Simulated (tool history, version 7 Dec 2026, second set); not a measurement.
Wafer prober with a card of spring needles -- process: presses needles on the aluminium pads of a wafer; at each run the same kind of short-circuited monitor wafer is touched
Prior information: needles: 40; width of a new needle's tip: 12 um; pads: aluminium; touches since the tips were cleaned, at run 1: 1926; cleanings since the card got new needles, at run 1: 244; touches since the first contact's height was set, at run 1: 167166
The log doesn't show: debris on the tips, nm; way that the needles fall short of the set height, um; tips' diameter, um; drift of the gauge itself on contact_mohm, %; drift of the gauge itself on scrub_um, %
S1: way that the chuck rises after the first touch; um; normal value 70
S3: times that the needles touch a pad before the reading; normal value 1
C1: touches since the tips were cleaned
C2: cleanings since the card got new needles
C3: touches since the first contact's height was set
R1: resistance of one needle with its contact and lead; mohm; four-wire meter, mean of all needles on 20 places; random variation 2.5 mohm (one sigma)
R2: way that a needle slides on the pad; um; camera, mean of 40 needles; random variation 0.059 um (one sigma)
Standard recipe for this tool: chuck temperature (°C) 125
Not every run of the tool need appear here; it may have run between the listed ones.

run 1 hour=0 | S1=70 chuck_temperature_(°C)=125 S3=1 | C1=1926 C2=244 C3=167166 | R1=333 R2=8.83
-- hour=2.7 tips cleaned on abrasive film
-- hour=15.5 tips cleaned on abrasive film
-- hour=28.3 tips cleaned on abrasive film
-- hour=31.1 height of the first contact set anew
-- hour=41.4 tips cleaned on abrasive film
-- hour=54.2 tips cleaned on abrasive film
run 2 hour=63.7 | S1=70 chuck_temperature_(°C)=125 S3=1 | C1=2240 C2=249 C3=7648 | R1=340 R2=9.3
-- hour=66.3 tips cleaned on abrasive film
-- hour=76.6 tips cleaned on abrasive film
-- hour=89.4 tips cleaned on abrasive film
run 3 hour=96.6 | S1=70 chuck_temperature_(°C)=125 S3=1 | C1=1703 C2=252 C3=15359 | R1=335 R2=9.32
-- hour=101.8 tips cleaned on abrasive film
-- hour=114.6 tips cleaned on abrasive film
-- hour=127.5 tips cleaned on abrasive film
-- hour=140.3 tips cleaned on abrasive film
-- hour=150.5 tips cleaned on abrasive film
-- hour=163.4 tips cleaned on abrasive film
run 4 hour=171 | S1=70 chuck_temperature_(°C)=125 S3=1 | C1=1802 C2=258 C3=32783 | R1=329 R2=9.16
-- hour=176.2 tips cleaned on abrasive film
-- hour=186.4 tips cleaned on abrasive film
-- hour=199.3 tips cleaned on abrasive film
run 5 hour=203 | S1=70 chuck_temperature_(°C)=125 S3=1 | C1=894 C2=261 C3=40287 | R1=313 R2=9.08
-- hour=210.8 tips cleaned on abrasive film
-- hour=223.6 tips cleaned on abrasive film
-- hour=236.4 tips cleaned on abrasive film
-- hour=249.2 tips cleaned on abrasive film
-- hour=262 tips cleaned on abrasive film
run 6 hour=262.6 | S1=70 chuck_temperature_(°C)=125 S3=1 | C1=138 C2=266 C3=54244 | R1=296 R2=9.18
-- hour=272.9 tips cleaned on abrasive film
-- hour=283.2 tips cleaned on abrasive film
-- hour=296 tips cleaned on abrasive film
-- hour=306.3 tips cleaned on abrasive film
-- hour=316.5 tips cleaned on abrasive film
run 7 hour=322.1 | S1=70 chuck_temperature_(°C)=125 S3=1 | C1=1327 C2=271 C3=68190 | R1=321 R2=9.02
-- hour=327.4 tips cleaned on abrasive film
-- hour=337.6 tips cleaned on abrasive film
-- hour=350.4 tips cleaned on abrasive film
-- hour=360.7 tips cleaned on abrasive film
run 8 hour=368.1 | S1=70 chuck_temperature_(°C)=59 S3=1 | C1=1741 C2=275 C3=78948 | R1=315 R2=9.02
-- hour=373.3 tips cleaned on abrasive film
-- hour=386.1 tips cleaned on abrasive film
-- hour=398.9 tips cleaned on abrasive film
-- hour=409.2 tips cleaned on abrasive film
-- hour=422 tips cleaned on abrasive film
-- hour=434.5 tips cleaned on abrasive film
run 9 hour=434.5 | S1=70 chuck_temperature_(°C)=59 S3=1 | C1=0 C2=281 C3=94489 | R1=275 R2=9.01
-- hour=444.7 tips cleaned on abrasive film
-- hour=457.5 tips cleaned on abrasive film
run 10 hour=467.3 | S1=70 chuck_temperature_(°C)=80 S3=1 | C1=2306 C2=283 C3=102203 | R1=341 R2=8.97
-- hour=469.9 tips cleaned on abrasive film
-- hour=482.8 tips cleaned on abrasive film
-- hour=495.6 tips cleaned on abrasive film
-- hour=508.4 tips cleaned on abrasive film
run 11 hour=517.7 | S1=70 chuck_temperature_(°C)=80 S3=1 | C1=2187 C2=287 C3=114004 | R1=335 R2=8.86
-- hour=520.3 tips cleaned on abrasive film
-- hour=530.6 tips cleaned on abrasive film
-- hour=540.8 tips cleaned on abrasive film
-- hour=553.7 tips cleaned on abrasive film
-- hour=563.9 tips cleaned on abrasive film
-- hour=576.7 tips cleaned on abrasive film
run 12 hour=583.1 | S1=70 chuck_temperature_(°C)=125 S3=1 | C1=1509 C2=293 C3=129334 | R1=335 R2=8.9
-- hour=588.3 tips cleaned on abrasive film
-- hour=601.1 tips cleaned on abrasive film
-- hour=614 tips cleaned on abrasive film
-- hour=624.2 tips cleaned on abrasive film
-- hour=634.5 tips cleaned on abrasive film
run 13 hour=640.6 | S1=69 chuck_temperature_(°C)=61 S3=1 | C1=1438 C2=298 C3=142789 | R1=317 R2=8.82
-- hour=645.8 tips cleaned on abrasive film
-- hour=658.6 tips cleaned on abrasive film
-- hour=671.4 tips cleaned on abrasive film
-- hour=684.2 tips cleaned on abrasive film
run 14 hour=685 | S1=69 chuck_temperature_(°C)=61 S3=1 | C1=178 C2=302 C3=153182 | R1=285 R2=8.73
-- hour=695.3 tips cleaned on abrasive film
-- hour=708.1 tips cleaned on abrasive film
-- hour=720.9 tips cleaned on abrasive film
-- hour=731.2 tips cleaned on abrasive film
-- hour=741.4 tips cleaned on abrasive film
-- hour=752.1 tips cleaned on abrasive film
run 15 hour=752.1 | S1=69 chuck_temperature_(°C)=34 S3=2 | C1=0 C2=308 C3=168902 | R1=269 R2=8.62
-- hour=762.4 tips cleaned on abrasive film
-- hour=775.2 tips cleaned on abrasive film
-- hour=778 height of the first contact set anew
-- hour=788.3 tips cleaned on abrasive film
-- hour=801.1 tips cleaned on abrasive film
run 16 hour=808.8 | S1=87 chuck_temperature_(°C)=29 S3=2 | C1=1818 C2=312 C3=7227 | R1=279 R2=11.5
-- hour=813.9 tips cleaned on abrasive film
-- hour=824.2 tips cleaned on abrasive film
-- hour=837 tips cleaned on abrasive film
-- hour=849.8 tips cleaned on abrasive film
run 17 hour=850.8 | S1=71 chuck_temperature_(°C)=29 S3=1 | C1=238 C2=316 C3=17054 | R1=272 R2=9.3
-- hour=861.1 tips cleaned on abrasive film
-- hour=873.9 tips cleaned on abrasive film
-- hour=884.2 tips cleaned on abrasive film
-- hour=896.2 card fitted with new needles
-- hour=906.5 tips cleaned on abrasive film
-- hour=919.3 tips cleaned on abrasive film
-- hour=929.5 tips cleaned on abrasive film
run 18 hour=939.3 | S1=68 chuck_temperature_(°C)=33 S3=2 | C1=2308 C2=3 C3=10120 | R1=289 R2=8.99
-- hour=942 tips cleaned on abrasive film
-- hour=952.2 tips cleaned on abrasive film
-- hour=962.5 tips cleaned on abrasive film
-- hour=975.3 tips cleaned on abrasive film
-- hour=985.6 tips cleaned on abrasive film
-- hour=997.2 tips cleaned on abrasive film
run 19 hour=997.2 | S1=68 chuck_temperature_(°C)=26 S3=2 | C1=0 C2=9 C3=23651 | R1=258 R2=8.86
-- hour=1010 tips cleaned on abrasive film
-- hour=1022.8 tips cleaned on abrasive film
-- hour=1035.6 tips cleaned on abrasive film
-- hour=1048.4 tips cleaned on abrasive film
-- hour=1058.7 tips cleaned on abrasive film
run 20 hour=1059.5 | S1=68 chuck_temperature_(°C)=26 S3=2 | C1=194 C2=14 C3=38266 | R1=262 R2=8.89
-- hour=1069.8 tips cleaned on abrasive film
-- hour=1082.6 tips cleaned on abrasive film
-- hour=1095.5 tips cleaned on abrasive film
run 21 hour=1104.2 | S1=68 chuck_temperature_(°C)=26 S3=2 | C1=2068 C2=17 C3=48746 | R1=283 R2=8.93
-- hour=1106.9 tips cleaned on abrasive film
-- hour=1119.7 tips cleaned on abrasive film
-- hour=1132.5 tips cleaned on abrasive film
-- hour=1145.3 tips cleaned on abrasive film
-- hour=1155.6 tips cleaned on abrasive film
run 22 hour=1160.2 | S1=70 chuck_temperature_(°C)=25 S3=1 | C1=1095 C2=22 C3=61860 | R1=282 R2=9.15
-- hour=1167.9 tips cleaned on abrasive film
-- hour=1178.2 tips cleaned on abrasive film
-- hour=1188.5 tips cleaned on abrasive film
-- hour=1198.8 tips cleaned on abrasive film
-- hour=1211.6 tips cleaned on abrasive film
-- hour=1224.4 tips cleaned on abrasive film
run 23 hour=1224.5 | S1=70 chuck_temperature_(°C)=33 S3=1 | C1=18 C2=28 C3=76900 | R1=259 R2=9.07
-- hour=1234.7 tips cleaned on abrasive film
-- hour=1247.5 tips cleaned on abrasive film
-- hour=1260.4 tips cleaned on abrasive film
-- hour=1273.2 tips cleaned on abrasive film
run 24 hour=1273.6 | S1=70 chuck_temperature_(°C)=33 S3=1 | C1=93 C2=32 C3=88408 | R1=263 R2=9.02

Alternative continuations, all from the tool just after run 24; predict every row:
-- hour=1283.8 tips cleaned on abrasive film
-- hour=1294.1 tips cleaned on abrasive film
-- hour=1306.9 tips cleaned on abrasive film
-- hour=1319.7 tips cleaned on abrasive film
-- hour=1330 tips cleaned on abrasive film
run A hour=1338.3 | S1=70 chuck_temperature_(°C)=125 S3=1 | C1=1963 C2=37 C3=103590 | R1=? R2=?
-- hour=1283.8 tips cleaned on abrasive film
-- hour=1294.1 tips cleaned on abrasive film
-- hour=1306.9 tips cleaned on abrasive film
-- hour=1319.7 tips cleaned on abrasive film
-- hour=1330 tips cleaned on abrasive film
run B hour=1338.3 | S1=63 chuck_temperature_(°C)=35 S3=1 | C1=1963 C2=37 C3=103590 | R1=? R2=?
-- hour=1283.8 tips cleaned on abrasive film
-- hour=1294.1 tips cleaned on abrasive film
-- hour=1306.9 tips cleaned on abrasive film
-- hour=1319.7 tips cleaned on abrasive film
-- hour=1330 tips cleaned on abrasive film
run C hour=1338.3 | S1=70 chuck_temperature_(°C)=46 S3=1 | C1=1963 C2=37 C3=103590 | R1=? R2=?

run=A R1=323 R2=8.96
run=B R1=318 R2=8.08
run=C R1=306 R2=8.96
With the hidden condition removed and each run's random variation left untouched, the same runs would have given:
run=A R1=283 R2=9.29
run=B R1=264 R2=8.41
run=C R1=260 R2=9.28
